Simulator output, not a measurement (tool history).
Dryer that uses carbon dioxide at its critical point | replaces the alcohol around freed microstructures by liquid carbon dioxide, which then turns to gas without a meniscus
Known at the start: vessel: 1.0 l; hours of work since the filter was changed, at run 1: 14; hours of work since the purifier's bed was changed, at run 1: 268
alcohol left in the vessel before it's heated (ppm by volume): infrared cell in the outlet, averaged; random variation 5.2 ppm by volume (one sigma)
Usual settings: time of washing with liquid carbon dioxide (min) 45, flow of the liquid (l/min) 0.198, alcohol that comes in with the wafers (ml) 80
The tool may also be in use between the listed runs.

run   hour  time of washing with liquid carbon dioxide (min)  flow of the liquid (l/min)  alcohol that comes in with the wafers (ml)  hours of work since the filter was changed  hours of work since the purifier's bed was changed  alcohol left in the vessel before it's heated (ppm by volume)
  1    0.0                                                45                       0.198                                          80                                          14                                                 268                                                            152
  2   10.9                                                45                       0.198                                          80                                          20                                                 273                                                            151
  3   21.9                                                45                       0.198                                          43                                          25                                                 279                                                            112
  4   34.9                                                45                       0.198                                          43                                          32                                                 286                                                            121
  5   43.4                                                45                       0.198                                         100                                          37                                                 290                                                            187
  6   54.9                                                45                       0.198                                         100                                          43                                                 296                                                            180
  7   62.8                                                45                       0.198                                         100                                          47                                                 301                                                            195
  8   79.8                                                69                       0.198                                          80                                          56                                                 310                                                             82
  9   93.8                                                69                       0.198                                          80                                          63                                                 317                                                             74
 10  100.7                                                69                       0.185                                          80                                          67                                                 321                                                             89
 11  112.8                                                69                       0.185                                          80                                          73                                                 327                                                             87
 12  124.6                                                69                       0.185                                          80                                          79                                                 333                                                             88
 13  140.5                                                55                       0.180                                          80                                          88                                                 342                                                            127
 14  153.4                                                50                       0.120                                          75                                          95                                                 348                                                            809
 15  165.0                                                50                       0.120                                          75                                         101                                                 354                                                            846
 16  172.6                                                57                       0.120                                          75                                         105                                                 358                                                            485
 17  182.9                                                57                       0.120                                          75                                         110                                                 364                                                            477
 18  190.6                                                29                       0.266                                         116                                         114                                                 368                                                            497
 19  197.8                                                45                       0.127                                          36                                         118                                                 372                                                            550
 20  205.8                                                39                       0.260                                          22                                         122                                                 376                                                            111
 21  217.8                                                39                       0.180                                          22                                         128                                                 382                                                            208
 22  227.6                                                39                       0.180                                          22                                         134                                                 387                                                            203
 23  237.8                                                39                       0.180                                          22                                         139                                                 393                                                            214
 24  251.6                                                39                       0.180                                          22                                         146                                                 400                                                            226

5 ways to go on from here, each from the tool as it stands after run 24. What would each give?
  A  260.9                                                42                       0.130                                          36                                         151                                                 405                                                              ?
  B  260.9                                                45                       0.153                                          25                                         151                                                 405                                                              ?
  C  260.9                                                45                       0.198                                          38                                         151                                                 405                                                              ?
  D  260.9                                                43                       0.184                                          26                                         151                                                 405                                                              ?
  E  260.9                                                45                       0.198                                          99                                         151                                                 405                                                              ?

run  alcohol left in the vessel before it's heated (ppm by volume)
  A                                                            689
  B                                                            240
  C                                                            158
  D                                                            187
  E                                                            259
Without the tool's hidden state the same runs would have given:
run  alcohol left in the vessel before it's heated (ppm by volume)
  A                                                            472
  B                                                            106
  C                                                             47
  D                                                             67
  E                                                            118
